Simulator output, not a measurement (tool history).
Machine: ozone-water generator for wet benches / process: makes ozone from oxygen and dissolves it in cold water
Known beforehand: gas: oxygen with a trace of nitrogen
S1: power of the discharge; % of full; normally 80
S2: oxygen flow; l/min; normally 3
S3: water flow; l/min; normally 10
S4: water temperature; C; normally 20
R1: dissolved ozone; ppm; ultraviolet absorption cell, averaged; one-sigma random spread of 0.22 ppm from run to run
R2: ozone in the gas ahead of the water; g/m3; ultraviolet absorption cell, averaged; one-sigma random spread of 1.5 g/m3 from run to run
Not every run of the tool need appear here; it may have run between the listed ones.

{"run": 1, "hour": 0.0, "S1": 80, "S2": 3, "S3": 10, "S4": 20, "R1": 31.9, "R2": 272}
{"run": 2, "hour": 32.5, "S1": 80, "S2": 3, "S3": 10, "S4": 20, "R1": 31.8, "R2": 273.5}
{"run": 3, "hour": 51.3, "S1": 80, "S2": 3, "S3": 10, "S4": 20, "R1": 31.9, "R2": 275.1}
{"run": 4, "hour": 83.1, "S1": 80, "S2": 3, "S3": 10, "S4": 14, "R1": 34.8, "R2": 274}
{"run": 5, "hour": 105.3, "S1": 80, "S2": 3, "S3": 10, "S4": 20, "R1": 32, "R2": 275.5}
{"run": 6, "hour": 144.7, "S1": 80, "S2": 3, "S3": 10, "S4": 20, "R1": 32.1, "R2": 275.5}
{"run": 7, "hour": 175.1, "S1": 63, "S2": 5.02, "S3": 8, "S4": 12, "R1": 35.3, "R2": 179.5}
{"run": 8, "hour": 209.3, "S1": 93, "S2": 4.66, "S3": 10, "S4": 16, "R1": 36.4, "R2": 238.2}
{"run": 9, "hour": 236.1, "S1": 63, "S2": 3, "S3": 14, "S4": 20, "R1": 20.7, "R2": 237.3}
{"run": 10, "hour": 269.8, "S1": 58, "S2": 3, "S3": 14, "S4": 20, "R1": 19.5, "R2": 223.2}
{"run": 11, "hour": 303.2, "S1": 58, "S2": 3, "S3": 14, "S4": 20, "R1": 19.4, "R2": 224.3}

4 ways to go on from here, each from the tool as it stands after run 11. What would each give?
{"run": "A", "hour": 323.2, "S1": 46, "S2": 1.55, "S3": 14, "S4": 20, "R1": "?", "R2": "?"}
{"run": "B", "hour": 323.2, "S1": 61, "S2": 1.68, "S3": 10, "S4": 20, "R1": "?", "R2": "?"}
{"run": "C", "hour": 323.2, "S1": 77, "S2": 3, "S3": 14, "S4": 19, "R1": "?", "R2": "?"}
{"run": "D", "hour": 323.2, "S1": 58, "S2": 3.54, "S3": 14, "S4": 20, "R1": "?", "R2": "?"}

run=A R1=15.7 R2=278.9
run=B R1=26.4 R2=319.9
run=C R1=23.8 R2=270.6
run=D R1=19.6 R2=207.7
Take away the tool's hidden state, keep each run's random variation, and the runs would have read:
run=A R1=15.7 R2=276.8
run=B R1=26.5 R2=317.4
run=C R1=23.8 R2=268.5
run=D R1=19.6 R2=206.1

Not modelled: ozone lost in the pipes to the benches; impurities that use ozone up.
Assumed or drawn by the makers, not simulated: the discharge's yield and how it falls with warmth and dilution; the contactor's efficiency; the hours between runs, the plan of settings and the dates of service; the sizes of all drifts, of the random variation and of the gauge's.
